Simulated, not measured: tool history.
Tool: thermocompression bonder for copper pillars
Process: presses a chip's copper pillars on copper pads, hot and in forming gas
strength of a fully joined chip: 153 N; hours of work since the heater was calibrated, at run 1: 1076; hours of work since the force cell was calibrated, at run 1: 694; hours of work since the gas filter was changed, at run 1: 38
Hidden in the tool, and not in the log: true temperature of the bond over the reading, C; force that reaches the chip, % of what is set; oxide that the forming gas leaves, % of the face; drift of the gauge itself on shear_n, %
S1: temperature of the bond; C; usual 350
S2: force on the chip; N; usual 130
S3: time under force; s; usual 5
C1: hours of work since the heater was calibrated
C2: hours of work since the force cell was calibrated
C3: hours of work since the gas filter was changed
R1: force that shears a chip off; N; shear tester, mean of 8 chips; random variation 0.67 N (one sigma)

Run 1, day 0.000: usual settings; C1 1076; C2 694; C3 38. Result: R1 82.8 N.
Run 2, day 1.454: usual settings; C1 1091; C2 709; C3 53. Result: R1 83.9 N.
Run 3, day 2.433: usual settings but S1 323 C; C1 1101; C2 719; C3 63. Result: R1 66.4 N.
Run 4, day 3.750: usual settings but S1 323 C; C1 1114; C2 732; C3 76. Result: R1 65.6 N.
Run 5, day 4.971: usual settings but S1 323 C, S3 6 s; C1 1127; C2 744; C3 88. Result: R1 70.6 N.
Run 6, day 5.825: usual settings but S3 15 s; C1 1135; C2 753; C3 97. Result: R1 112.8 N.
Run 7, day 7.300: usual settings but S3 15 s; C1 1150; C2 768; C3 112. Result: R1 112.0 N.
Run 8, day 8.817: usual settings but S2 88 N; C1 1165; C2 783; C3 127. Result: R1 67.8 N.
Run 9, day 10.425: usual settings; C1 1181; C2 799; C3 143. Result: R1 83.5 N.
Run 10, day 11.979: usual settings; C1 1197; C2 815; C3 159. Result: R1 81.9 N.
Run 11, day 13.604: usual settings; C1 1213; C2 831; C3 175. Result: R1 82.0 N.
Run 12, day 15.242: usual settings but S2 164 N; C1 1230; C2 848; C3 192. Result: R1 92.1 N.
Run 13, day 17.017: usual settings but S2 164 N; C1 1248; C2 865; C3 210. Result: R1 91.7 N.
Run 14, day 17.762: usual settings but S2 164 N; C1 1255; C2 873; C3 217. Result: R1 93.0 N.
Run 15, day 18.850: usual settings but S1 373 C; C1 1266; C2 884; C3 228. Result: R1 97.6 N.
Run 16, day 20.525: usual settings but S1 373 C; C1 1283; C2 901; C3 245. Result: R1 95.0 N.
Run 17, day 21.438: usual settings but S1 373 C; C1 1292; C2 910; C3 254. Result: R1 95.6 N.
Run 18, day 23.017: usual settings but S1 373 C, S2 94 N; C1 1308; C2 926; C3 270. Result: R1 81.2 N.
Run 19, day 24.558: usual settings but S1 373 C, S2 94 N; C1 1324; C2 941; C3 286. Result: R1 82.4 N.
Run 20, day 25.367: usual settings but S1 373 C, S2 94 N; C1 1332; C2 950; C3 294. Result: R1 80.5 N.
Run 21, day 26.200: usual settings but S1 335 C, S2 91 N, S3 7 s; C1 1340; C2 958; C3 302. Result: R1 67.3 N.
Run 22, day 27.075: usual settings but S1 335 C, S2 91 N, S3 7 s; C1 1349; C2 967; C3 311. Result: R1 65.8 N.
Run 23, day 27.871: usual settings but S1 335 C, S2 91 N, S3 7 s; C1 1357; C2 975; C3 319. Result: R1 64.7 N.
Run 24, day 29.317: usual settings but S1 335 C, S2 91 N, S3 7 s; C1 1372; C2 989; C3 333. Result: R1 65.5 N.
Run 25, day 30.833: usual settings but S1 335 C, S2 91 N, S3 7 s; C1 1387; C2 1005; C3 349. Result: R1 65.1 N.
Run 26, day 31.558: usual settings but S1 335 C, S2 91 N, S3 7 s; C1 1394; C2 1012; C3 356. Result: R1 65.6 N.
Run 27, day 32.942: usual settings but S1 321 C, S3 12 s; C1 1408; C2 1026; C3 370. Result: R1 84.0 N.
Run 28, day 33.954: usual settings but S2 147 N; C1 1418; C2 1036; C3 380. Result: R1 86.1 N.
Run 29, day 35.529: usual settings but S2 147 N; C1 1434; C2 1052; C3 396. Result: R1 85.9 N.
Run 30, day 36.638: usual settings but S2 147 N; C1 1445; C2 1063; C3 407. Result: R1 85.5 N.
At day 36.967: forming gas filter changed.
Run 31, day 38.221: usual settings but S1 322 C, S2 147 N, S3 6 s; C1 1461; C2 1079; C3 13. Result: R1 74.1 N.
Run 32, day 39.779: usual settings but S1 322 C, S2 111 N, S3 9 s; C1 1477; C2 1095; C3 28. Result: R1 73.4 N.
At day 40.146: heater calibrated with a thermocouple chip.
Run 33, day 41.388: usual settings but S1 374 C, S2 136 N, S3 10 s; C1 13; C2 1110; C3 44. Result: R1 125.3 N.
Run 34, day 42.208: usual settings but S1 379 C, S3 11 s; C1 21; C2 1118; C3 52. Result: R1 126.9 N.
Run 35, day 42.917: usual settings but S1 379 C, S3 11 s; C1 28; C2 1125; C3 59. Result: R1 126.6 N.
Run 36, day 44.558: usual settings but S1 379 C, S3 11 s; C1 44; C2 1142; C3 76. Result: R1 126.5 N.
Run 37, day 46.208: usual settings but S2 121 N; C1 61; C2 1159; C3 92. Result: R1 86.2 N.
Run 38, day 47.696: usual settings but S1 327 C, S2 132 N, S3 11 s; C1 76; C2 1173; C3 107. Result: R1 95.9 N.
Run 39, day 49.171: usual settings but S1 374 C, S2 96 N; C1 91; C2 1188; C3 122. Result: R1 91.1 N.

4 ways to go on from here, each from the tool as it stands after run 39. What would each give?
Run A, day 50.446: usual settings but S1 374 C, S2 154 N, S3 4 s; C1 104; C2 1201; C3 135. Result: R1 ?.
Run B, day 50.446: usual settings but S1 352 C, S2 96 N; C1 104; C2 1201; C3 135. Result: R1 ?.
Run C, day 50.446: usual settings but S1 344 C, S3 3 s; C1 104; C2 1201; C3 135. Result: R1 ?.
Run D, day 50.446: usual settings but S1 340 C, S2 175 N, S3 8 s; C1 104; C2 1201; C3 135. Result: R1 ?.

run     R1
  A  106.6
  B   78.8
  C   73.5
  D  108.1
Without the tool's hidden state the same runs would have given:
run     R1
  A  106.6
  B   78.4
  C   73.0
  D  108.2

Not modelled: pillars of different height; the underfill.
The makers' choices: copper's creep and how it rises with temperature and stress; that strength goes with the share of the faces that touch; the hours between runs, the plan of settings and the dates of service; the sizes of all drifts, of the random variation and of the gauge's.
